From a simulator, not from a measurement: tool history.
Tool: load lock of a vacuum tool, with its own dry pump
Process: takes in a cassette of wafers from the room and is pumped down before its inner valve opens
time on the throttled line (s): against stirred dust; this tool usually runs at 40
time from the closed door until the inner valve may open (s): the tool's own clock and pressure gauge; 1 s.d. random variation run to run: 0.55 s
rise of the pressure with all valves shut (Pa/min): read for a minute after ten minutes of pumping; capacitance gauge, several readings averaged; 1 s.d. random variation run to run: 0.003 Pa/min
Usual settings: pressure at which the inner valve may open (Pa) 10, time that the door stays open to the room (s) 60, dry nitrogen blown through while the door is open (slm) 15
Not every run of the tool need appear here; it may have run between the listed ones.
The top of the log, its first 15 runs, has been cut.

| run | hour | time on the throttled line (s) | pressure at which the inner valve may open (Pa) | time that the door stays open to the room (s) | dry nitrogen blown through while the door is open (slm) | hours that the pump has run since its overhaul | times that the door has closed on its seal | incoming humidity of the room's air, % | time from the closed door until the inner valve may open (s) | rise of the pressure with all valves shut (Pa/min) |
|---|---|---|---|---|---|---|---|---|---|---|
| 16 | 1910.4 | 40 | 10 | 123 | 15 | 1947 | 7840 | 46.6 | 75.9 | 0.071 |
| 17 | 2057 | 40 | 10 | 123 | 15 | 2094 | 8268 | 49 | 75 | 0.079 |
| 18 | 2197.3 | 40 | 10 | 123 | 15 | 2234 | 8678 | 44.8 | 76.5 | 0.068 |
| 19 | 2361.1 | 40 | 10 | 123 | 15 | 2398 | 9157 | 44.3 | 75.9 | 0.071 |
| 20 | 2473.1 | 40 | 10 | 123 | 15 | 2510 | 9484 | 45.2 | 76 | 0.071 |
| 21 | 2637.1 | 40 | 20 | 30 | 15 | 2674 | 9963 | 43 | 72.5 | 0.043 |
| 22 | 2814 | 28 | 13 | 67 | 24 | 2851 | 10480 | 44.1 | 64.7 | 0.048 |
| 23 | 2907.6 | 40 | 9 | 71 | 5 | 2945 | 10753 | 45 | 75.6 | 0.07 |
| 24 | 3087.8 | 40 | 9 | 71 | 5 | 3125 | 11279 | 46.7 | 76.3 | 0.069 |
| 25 | 3261.8 | 40 | 9 | 71 | 4 | 3299 | 11788 | 46.6 | 75.8 | 0.073 |
| 26 | 3411.6 | 40 | 10 | 60 | 15 | 3449 | 12225 | 45.5 | 76.2 | 0.052 |
| 27 | 3487.3 | 25 | 14 | 115 | 6 | 3524 | 12446 | 47.4 | 61.3 | 0.081 |
| 28 | 3669.8 | 38 | 8 | 39 | 21 | 3707 | 12979 | 46.9 | 74.9 | 0.043 |
| 29 | 3787.1 | 65 | 16 | 42 | 15 | 3824 | 13322 | 48.2 | 95 | 0.049 |
| 30 | 3878.1 | 65 | 14 | 42 | 33 | 3915 | 13588 | 41.6 | 95.9 | 0.033 |
| 31 | 3967.6 | 54 | 19 | 33 | 18 | 4005 | 13849 | 47.2 | 85.3 | 0.044 |
| 32 | 4057.2 | 54 | 20 | 33 | 18 | 4094 | 14111 | 46.6 | 86 | 0.04 |
| 33 | 4148.2 | 54 | 20 | 33 | 18 | 4185 | 14377 | 43.4 | 85.4 | 0.032 |
| 34 | 4316.9 | 54 | 20 | 33 | 13 | 4354 | 14870 | 46.3 | 85.6 | 0.048 |
| 35 | 4489.5 | 54 | 12 | 35 | 13 | 4527 | 15374 | 45.7 | 87.5 | 0.047 |
| 36 | 4654.7 | 54 | 14 | 201 | 29 | 4692 | 15857 | 43.8 | 86.6 | 0.07 |
| 37 | 4836 | 54 | 14 | 201 | 29 | 4873 | 16386 | 45.1 | 87.4 | 0.069 |

Branching from run 37: 3 alternative next runs. What would each branch give?
| A | 4942.6 | 28 | 10 | 106 | 15 | 4980 | 16698 | 45.8 | ? | ? |
| B | 4942.6 | 36 | 7 | 49 | 29 | 4980 | 16698 | 43 | ? | ? |
| C | 4942.6 | 30 | 7 | 114 | 29 | 4980 | 16698 | 43.6 | ? | ? |

| run | time from the closed door until the inner valve may open (s) | rise of the pressure with all valves shut (Pa/min) |
|---|---|---|
| A | 65.7 | 0.073 |
| B | 73.8 | 0.035 |
| C | 69.1 | 0.056 |
What these runs would have given with no unlogged condition in the tool:
| run | time from the closed door until the inner valve may open (s) | rise of the pressure with all valves shut (Pa/min) |
|---|---|---|
| A | 65.7 | 0.073 |
| B | 73.7 | 0.035 |
| C | 69 | 0.055 |
